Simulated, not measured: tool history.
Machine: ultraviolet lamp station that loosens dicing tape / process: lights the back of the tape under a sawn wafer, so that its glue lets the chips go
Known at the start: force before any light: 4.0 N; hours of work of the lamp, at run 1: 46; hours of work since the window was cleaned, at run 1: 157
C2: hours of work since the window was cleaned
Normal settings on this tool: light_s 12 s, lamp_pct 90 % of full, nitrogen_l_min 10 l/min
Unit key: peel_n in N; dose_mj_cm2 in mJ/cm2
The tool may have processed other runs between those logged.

Run 1, hour 0: usual settings; hours of work of the lamp 46; C2 157. Result: peel_n 0.428 N, dose_mj_cm2 253 mJ/cm2.
Run 2, hour 16.3: usual settings but nitrogen_l_min 17 l/min; hours of work of the lamp 56; C2 166. Result: peel_n 0.37 N, dose_mj_cm2 248 mJ/cm2.
Run 3, hour 31.7: usual settings; hours of work of the lamp 64; C2 175. Result: peel_n 0.461 N, dose_mj_cm2 250 mJ/cm2.
Run 4, hour 56.8: usual settings; hours of work of the lamp 79; C2 190. Result: peel_n 0.468 N, dose_mj_cm2 245 mJ/cm2.
Run 5, hour 78.1: usual settings but nitrogen_l_min 7 l/min; hours of work of the lamp 91; C2 202. Result: peel_n 0.532 N, dose_mj_cm2 240 mJ/cm2.
Run 6, hour 99.8: usual settings but nitrogen_l_min 7 l/min; hours of work of the lamp 104; C2 214. Result: peel_n 0.541 N, dose_mj_cm2 239 mJ/cm2.
Run 7, hour 120.3: usual settings but lamp_pct 76 % of full; hours of work of the lamp 115; C2 226. Result: peel_n 0.675 N, dose_mj_cm2 198 mJ/cm2.
Run 8, hour 132.8: usual settings but light_s 16 s; hours of work of the lamp 123; C2 233. Result: peel_n 0.275 N, dose_mj_cm2 318 mJ/cm2.
Run 9, hour 144.5: usual settings but light_s 16 s; hours of work of the lamp 129; C2 240. Result: peel_n 0.275 N, dose_mj_cm2 319 mJ/cm2.
Run 10, hour 165.6: usual settings but light_s 16 s; hours of work of the lamp 141; C2 252. Result: peel_n 0.279 N, dose_mj_cm2 310 mJ/cm2.
Run 11, hour 177.6: usual settings but light_s 16 s, lamp_pct 70 % of full; hours of work of the lamp 148; C2 259. Result: peel_n 0.47 N, dose_mj_cm2 244 mJ/cm2.
Run 12, hour 199.3: usual settings but light_s 16 s, lamp_pct 70 % of full; hours of work of the lamp 161; C2 271. Result: peel_n 0.472 N, dose_mj_cm2 242 mJ/cm2.
Run 13, hour 227.1: usual settings but light_s 16 s, lamp_pct 70 % of full; hours of work of the lamp 177; C2 287. Result: peel_n 0.491 N, dose_mj_cm2 235 mJ/cm2.
Run 14, hour 254.6: usual settings but light_s 11 s; hours of work of the lamp 193; C2 303. Result: peel_n 0.645 N, dose_mj_cm2 206 mJ/cm2.
Run 15, hour 278.5: usual settings; hours of work of the lamp 206; C2 317. Result: peel_n 0.564 N, dose_mj_cm2 223 mJ/cm2.
Run 16, hour 302.5: usual settings but nitrogen_l_min 3 l/min; hours of work of the lamp 220; C2 331. Result: peel_n 0.901 N, dose_mj_cm2 220 mJ/cm2.
Run 17, hour 316.3: usual settings; hours of work of the lamp 228; C2 339. Result: peel_n 0.551 N, dose_mj_cm2 220 mJ/cm2.
Run 18, hour 330.4: usual settings; hours of work of the lamp 236; C2 347. Result: peel_n 0.617 N, dose_mj_cm2 218 mJ/cm2.
Run 19, hour 350.1: usual settings; hours of work of the lamp 247; C2 358. Result: peel_n 0.587 N, dose_mj_cm2 217 mJ/cm2.
Run 20, hour 365.4: usual settings; hours of work of the lamp 256; C2 367. Result: peel_n 0.61 N, dose_mj_cm2 215 mJ/cm2.
Run 21, hour 379.9: usual settings but lamp_pct 95 % of full; hours of work of the lamp 265; C2 375. Result: peel_n 0.56 N, dose_mj_cm2 224 mJ/cm2.
Run 22, hour 401: usual settings but lamp_pct 95 % of full; hours of work of the lamp 277; C2 387. Result: peel_n 0.556 N, dose_mj_cm2 224 mJ/cm2.
Run 23, hour 428.3: usual settings but lamp_pct 95 % of full; hours of work of the lamp 292; C2 403. Result: peel_n 0.554 N, dose_mj_cm2 219 mJ/cm2.
Run 24, hour 453: usual settings but lamp_pct 95 % of full; hours of work of the lamp 307; C2 417. Result: peel_n 0.572 N, dose_mj_cm2 217 mJ/cm2.
Run 25, hour 470.6: usual settings but light_s 9 s, nitrogen_l_min 19 l/min; hours of work of the lamp 317; C2 427. Result: peel_n 0.871 N, dose_mj_cm2 154 mJ/cm2.
Run 26, hour 498.3: usual settings but light_s 15 s, nitrogen_l_min 8 l/min; hours of work of the lamp 333; C2 443. Result: peel_n 0.487 N, dose_mj_cm2 249 mJ/cm2.
Run 27, hour 524.2: usual settings but light_s 11 s, lamp_pct 68 % of full, nitrogen_l_min 14 l/min; hours of work of the lamp 348; C2 458. Result: peel_n 1.064 N, dose_mj_cm2 140 mJ/cm2.
Run 28, hour 544.2: usual settings but light_s 9 s, lamp_pct 67 % of full, nitrogen_l_min 9 l/min; hours of work of the lamp 359; C2 470. Result: peel_n 1.538 N, dose_mj_cm2 108 mJ/cm2.
Run 29, hour 571.8: usual settings but light_s 23 s, lamp_pct 67 % of full; hours of work of the lamp 375; C2 486. Result: peel_n 0.362 N, dose_mj_cm2 279 mJ/cm2.
Run 30, hour 585: usual settings but light_s 23 s, lamp_pct 67 % of full; hours of work of the lamp 382; C2 493. Result: peel_n 0.357 N, dose_mj_cm2 279 mJ/cm2.
Run 31, hour 605.8: usual settings but light_s 23 s, lamp_pct 67 % of full; hours of work of the lamp 394; C2 505. Result: peel_n 0.368 N, dose_mj_cm2 275 mJ/cm2.
Run 32, hour 623.7: usual settings but lamp_pct 62 % of full, nitrogen_l_min 6 l/min; hours of work of the lamp 405; C2 515. Result: peel_n 1.373 N, dose_mj_cm2 129 mJ/cm2.
Run 33, hour 648.3: usual settings but lamp_pct 62 % of full, nitrogen_l_min 6 l/min; hours of work of the lamp 419; C2 529. Result: peel_n 1.405 N, dose_mj_cm2 129 mJ/cm2.
Run 34, hour 663.2: usual settings but lamp_pct 62 % of full, nitrogen_l_min 6 l/min; hours of work of the lamp 427; C2 538. Result: peel_n 1.428 N, dose_mj_cm2 128 mJ/cm2.
Run 35, hour 683.6: usual settings but lamp_pct 71 % of full, nitrogen_l_min 15 l/min; hours of work of the lamp 439; C2 550. Result: peel_n 0.975 N, dose_mj_cm2 145 mJ/cm2.
Run 36, hour 697.6: usual settings but lamp_pct 71 % of full, nitrogen_l_min 15 l/min; hours of work of the lamp 447; C2 558. Result: peel_n 0.974 N, dose_mj_cm2 147 mJ/cm2.
Run 37, hour 717: usual settings but light_s 16 s, lamp_pct 74 % of full, nitrogen_l_min 17 l/min; hours of work of the lamp 458; C2 569. Result: peel_n 0.575 N, dose_mj_cm2 197 mJ/cm2.
Run 38, hour 730.6: usual settings but light_s 17 s, lamp_pct 65 % of full, nitrogen_l_min 7 l/min; hours of work of the lamp 466; C2 577. Result: peel_n 0.842 N, dose_mj_cm2 185 mJ/cm2.
Run 39, hour 748.3: usual settings but light_s 16 s, lamp_pct 99 % of full, nitrogen_l_min 6 l/min; hours of work of the lamp 476; C2 587. Result: peel_n 0.496 N, dose_mj_cm2 266 mJ/cm2.
Run 40, hour 760.7: usual settings but light_s 9 s, lamp_pct 72 % of full, nitrogen_l_min 5 l/min; hours of work of the lamp 483; C2 594. Result: peel_n 1.71 N, dose_mj_cm2 109 mJ/cm2.
Run 41, hour 783.5: usual settings but light_s 6 s, lamp_pct 65 % of full, nitrogen_l_min 6 l/min; hours of work of the lamp 497; C2 607. Result: peel_n 2.428 N, dose_mj_cm2 61 mJ/cm2.
Run 42, hour 805.7: usual settings but light_s 6 s, lamp_pct 65 % of full, nitrogen_l_min 6 l/min; hours of work of the lamp 509; C2 620. Result: peel_n 2.403 N, dose_mj_cm2 65 mJ/cm2.

Alternative continuations, all from the tool just after run 42; predict every row:
Run A, hour 832.9: usual settings but lamp_pct 62 % of full; hours of work of the lamp 525; C2 636. Result: peel_n ?, dose_mj_cm2 ?.
Run B, hour 832.9: usual settings but light_s 11 s, lamp_pct 72 % of full; hours of work of the lamp 525; C2 636. Result: peel_n ?, dose_mj_cm2 ?.
Run C, hour 832.9: usual settings but light_s 10 s, lamp_pct 86 % of full, nitrogen_l_min 4 l/min; hours of work of the lamp 525; C2 636. Result: peel_n ?, dose_mj_cm2 ?.

run  peel_n  dose_mj_cm2
  A    1.41          119
  B    1.31          128
  C   1.459          137
The same runs, with their run-to-run variation unchanged, on a tool lacking any hidden condition would have given:
run  peel_n  dose_mj_cm2
  A   0.782          186
  B   0.698          199
  C   0.836          216
